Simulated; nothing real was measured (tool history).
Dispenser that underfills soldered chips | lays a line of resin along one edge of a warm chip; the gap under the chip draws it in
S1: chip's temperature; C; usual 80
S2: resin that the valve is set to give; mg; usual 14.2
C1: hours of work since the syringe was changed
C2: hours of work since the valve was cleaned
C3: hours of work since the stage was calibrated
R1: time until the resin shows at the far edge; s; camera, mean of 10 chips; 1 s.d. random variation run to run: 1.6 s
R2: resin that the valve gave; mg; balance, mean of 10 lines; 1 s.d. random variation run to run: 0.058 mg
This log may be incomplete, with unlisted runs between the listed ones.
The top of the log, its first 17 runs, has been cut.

run   hour  S1    S2  C1  C2   C3     R1     R2
      82.1  -- new syringe of resin
 18   84.4  80  14.2   1  56  107  175.0  13.65
 19   89.2  78  13.5   5  59  110  247.5  12.90
      94.6  -- new syringe of resin
 20   96.4  76  14.2   1  63  115  207.4  13.50
 21  100.5  80  16.8   4  66  117  218.3  16.01
 22  104.5  88  15.3   6  68  120  197.2  14.54
     106.9  -- new syringe of resin
 23  111.0  88  15.3   3  72  124  143.4  14.45
 24  114.9  88  15.3   5  75  127  171.3  14.42
     119.0  -- new syringe of resin
 25  119.1  79  16.5   0  77  129  161.5  15.66
     124.1  -- dispensing valve cleaned and set on the balance
 26  125.9  79  16.5   4   1  133  220.7  16.56
     132.5  -- new syringe of resin
 27  133.3  66  12.1   1   6  137  290.5  11.94
 28  136.9  71  12.2   3   8  140  288.1  12.03
 29  143.2  89  16.7   7  12  144  192.3  16.59
     144.7  -- new syringe of resin
 30  147.1  70  17.3   2  14  146  261.3  17.12
 31  153.4  70  17.3   6  19  150  356.8  16.98
     157.1  -- new syringe of resin
 32  157.6  77  16.7   0  21  153  180.6  16.32
 33  164.0  77  16.7   4  25  157  262.0  16.39
     169.2  -- new syringe of resin
 34  171.4  67  16.5   1  30  161  289.9  16.17
 35  176.7  80  16.9   5  33  165  230.6  16.43

5 options for the next run, each taken on its own from the tool as it stands now. Forecast them:
     181.7  -- new syringe of resin
  A  182.5  82  12.8   1  37  168   ?   ?
     181.7  -- new syringe of resin
  B  182.5  92  16.4   1  37  168   ?   ?
     181.7  -- new syringe of resin
  C  182.5  80  16.4   1  37  168   ?   ?
     181.7  -- new syringe of resin
  D  182.5  75  16.4   1  37  168   ?   ?
     181.7  -- new syringe of resin
  E  182.5  88  14.2   1  37  168   ?   ?

run     R1     R2
  A  155.4  12.57
  B  106.4  16.08
  C  163.2  15.92
  D  201.0  15.82
  E  124.5  13.84
With the hidden condition removed and each run's random variation left untouched, the same runs would have given:
run     R1     R2
  A  143.3  12.92
  B   98.6  16.53
  C  150.9  16.37
  D  185.8  16.26
  E  115.1  14.23

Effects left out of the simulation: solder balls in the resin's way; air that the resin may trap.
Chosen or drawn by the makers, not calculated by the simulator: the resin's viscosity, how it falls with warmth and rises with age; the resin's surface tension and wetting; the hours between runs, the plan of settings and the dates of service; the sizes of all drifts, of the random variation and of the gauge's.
